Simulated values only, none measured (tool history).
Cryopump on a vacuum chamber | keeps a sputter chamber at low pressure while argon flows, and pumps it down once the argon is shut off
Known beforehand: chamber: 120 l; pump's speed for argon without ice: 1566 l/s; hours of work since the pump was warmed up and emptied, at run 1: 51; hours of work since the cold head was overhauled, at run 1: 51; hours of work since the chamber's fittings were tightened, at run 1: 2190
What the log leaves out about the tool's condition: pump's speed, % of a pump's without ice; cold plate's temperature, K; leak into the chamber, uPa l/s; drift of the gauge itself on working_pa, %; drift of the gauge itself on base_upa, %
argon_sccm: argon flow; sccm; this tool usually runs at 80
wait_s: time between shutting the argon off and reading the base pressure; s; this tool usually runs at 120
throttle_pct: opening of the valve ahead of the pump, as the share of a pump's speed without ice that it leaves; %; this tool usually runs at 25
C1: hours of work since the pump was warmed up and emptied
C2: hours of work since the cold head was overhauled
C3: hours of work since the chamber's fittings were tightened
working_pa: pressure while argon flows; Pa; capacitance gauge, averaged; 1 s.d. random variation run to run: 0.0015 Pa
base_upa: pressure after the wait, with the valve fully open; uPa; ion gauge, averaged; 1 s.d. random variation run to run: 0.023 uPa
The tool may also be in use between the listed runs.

{"run": 1, "hour": 0.0, "argon_sccm": 80, "wait_s": 120, "throttle_pct": 25, "C1": 51, "C2": 51, "C3": 2190, "working_pa": 0.3462, "base_upa": 1.63}
{"run": 2, "hour": 7.7, "argon_sccm": 80, "wait_s": 120, "throttle_pct": 25, "C1": 57, "C2": 57, "C3": 2196, "working_pa": 0.3462, "base_upa": 1.64}
{"run": 3, "hour": 21.8, "argon_sccm": 80, "wait_s": 120, "throttle_pct": 25, "C1": 68, "C2": 68, "C3": 2207, "working_pa": 0.3481, "base_upa": 1.61}
{"run": 4, "hour": 28.8, "argon_sccm": 80, "wait_s": 120, "throttle_pct": 25, "C1": 73, "C2": 73, "C3": 2212, "working_pa": 0.3458, "base_upa": 1.63}
{"run": 5, "hour": 36.8, "argon_sccm": 80, "wait_s": 49, "throttle_pct": 25, "C1": 79, "C2": 79, "C3": 2218, "working_pa": 0.349, "base_upa": 2.37}
{"run": 6, "hour": 49.2, "argon_sccm": 80, "wait_s": 120, "throttle_pct": 30, "C1": 89, "C2": 89, "C3": 2227, "working_pa": 0.2902, "base_upa": 1.65}
{"run": 7, "hour": 62.4, "argon_sccm": 80, "wait_s": 120, "throttle_pct": 30, "C1": 99, "C2": 99, "C3": 2237, "working_pa": 0.2901, "base_upa": 1.65}
{"run": 8, "hour": 73.3, "argon_sccm": 80, "wait_s": 120, "throttle_pct": 30, "C1": 107, "C2": 107, "C3": 2246, "working_pa": 0.2911, "base_upa": 1.65}
{"run": 9, "hour": 88.3, "argon_sccm": 80, "wait_s": 120, "throttle_pct": 30, "C1": 118, "C2": 118, "C3": 2257, "working_pa": 0.2885, "base_upa": 1.68}
{"run": 10, "hour": 103.4, "argon_sccm": 80, "wait_s": 120, "throttle_pct": 30, "C1": 130, "C2": 130, "C3": 2269, "working_pa": 0.2894, "base_upa": 1.67}
{"run": 11, "hour": 118.1, "argon_sccm": 80, "wait_s": 120, "throttle_pct": 30, "C1": 141, "C2": 141, "C3": 2280, "working_pa": 0.2909, "base_upa": 1.67}
{"run": 12, "hour": 130.8, "argon_sccm": 80, "wait_s": 120, "throttle_pct": 16, "C1": 151, "C2": 151, "C3": 2289, "working_pa": 0.5479, "base_upa": 1.75}
{"run": 13, "hour": 143.9, "argon_sccm": 80, "wait_s": 120, "throttle_pct": 16, "C1": 160, "C2": 160, "C3": 2299, "working_pa": 0.5422, "base_upa": 1.65}
{"run": 14, "hour": 155.4, "argon_sccm": 75, "wait_s": 202, "throttle_pct": 25, "C1": 169, "C2": 169, "C3": 2308, "working_pa": 0.3294, "base_upa": 1.53}
{"run": 15, "hour": 162.1, "argon_sccm": 43, "wait_s": 120, "throttle_pct": 23, "C1": 174, "C2": 174, "C3": 2313, "working_pa": 0.2029, "base_upa": 1.66}
{"run": 16, "hour": 171.5, "argon_sccm": 124, "wait_s": 120, "throttle_pct": 22, "C1": 181, "C2": 181, "C3": 2320, "working_pa": 0.6164, "base_upa": 1.74}
{"run": 17, "hour": 181.0, "argon_sccm": 48, "wait_s": 35, "throttle_pct": 22, "C1": 189, "C2": 189, "C3": 2327, "working_pa": 0.2381, "base_upa": 3.02}
{"run": 18, "hour": 189.9, "argon_sccm": 69, "wait_s": 43, "throttle_pct": 25, "C1": 195, "C2": 195, "C3": 2334, "working_pa": 0.3047, "base_upa": 2.77}
{"run": 19, "hour": 204.5, "argon_sccm": 69, "wait_s": 43, "throttle_pct": 25, "C1": 206, "C2": 206, "C3": 2345, "working_pa": 0.3024, "base_upa": 2.71}
{"run": 20, "hour": 215.9, "argon_sccm": 71, "wait_s": 120, "throttle_pct": 39, "C1": 215, "C2": 215, "C3": 2354, "working_pa": 0.1998, "base_upa": 1.69}
{"run": 21, "hour": 227.8, "argon_sccm": 40, "wait_s": 120, "throttle_pct": 35, "C1": 224, "C2": 224, "C3": 2363, "working_pa": 0.1261, "base_upa": 1.71}
{"run": 22, "hour": 238.0, "argon_sccm": 40, "wait_s": 120, "throttle_pct": 35, "C1": 232, "C2": 232, "C3": 2371, "working_pa": 0.1274, "base_upa": 1.76}
{"run": 23, "hour": 245.0, "argon_sccm": 80, "wait_s": 117, "throttle_pct": 60, "C1": 237, "C2": 237, "C3": 2376, "working_pa": 0.1501, "base_upa": 1.76}
{"run": 24, "hour": 258.1, "argon_sccm": 64, "wait_s": 120, "throttle_pct": 21, "C1": 247, "C2": 247, "C3": 2386, "working_pa": 0.3341, "base_upa": 1.78}

Each row is a separate what-if for the run after 24, all from the same tool condition, not one after another. Results?
{"run": "A", "hour": 272.7, "argon_sccm": 33, "wait_s": 120, "throttle_pct": 31, "C1": 258, "C2": 258, "C3": 2397, "working_pa": "?", "base_upa": "?"}
{"run": "B", "hour": 272.7, "argon_sccm": 73, "wait_s": 92, "throttle_pct": 26, "C1": 258, "C2": 258, "C3": 2397, "working_pa": "?", "base_upa": "?"}
{"run": "C", "hour": 272.7, "argon_sccm": 60, "wait_s": 210, "throttle_pct": 20, "C1": 258, "C2": 258, "C3": 2397, "working_pa": "?", "base_upa": "?"}
{"run": "D", "hour": 272.7, "argon_sccm": 64, "wait_s": 134, "throttle_pct": 21, "C1": 258, "C2": 258, "C3": 2397, "working_pa": "?", "base_upa": "?"}
{"run": "E", "hour": 272.7, "argon_sccm": 33, "wait_s": 173, "throttle_pct": 41, "C1": 258, "C2": 258, "C3": 2397, "working_pa": "?", "base_upa": "?"}

run=A working_pa=0.117 base_upa=1.73
run=B working_pa=0.3093 base_upa=1.93
run=C working_pa=0.3289 base_upa=1.54
run=D working_pa=0.3316 base_upa=1.71
run=E working_pa=0.0898 base_upa=1.52
With the hidden condition removed and each run's random variation left untouched, the same runs would have given:
run=A working_pa=0.1142 base_upa=0.73
run=B working_pa=0.3032 base_upa=0.9
run=C working_pa=0.3238 base_upa=0.54
run=D working_pa=0.3262 base_upa=0.7
run=E working_pa=0.087 base_upa=0.52
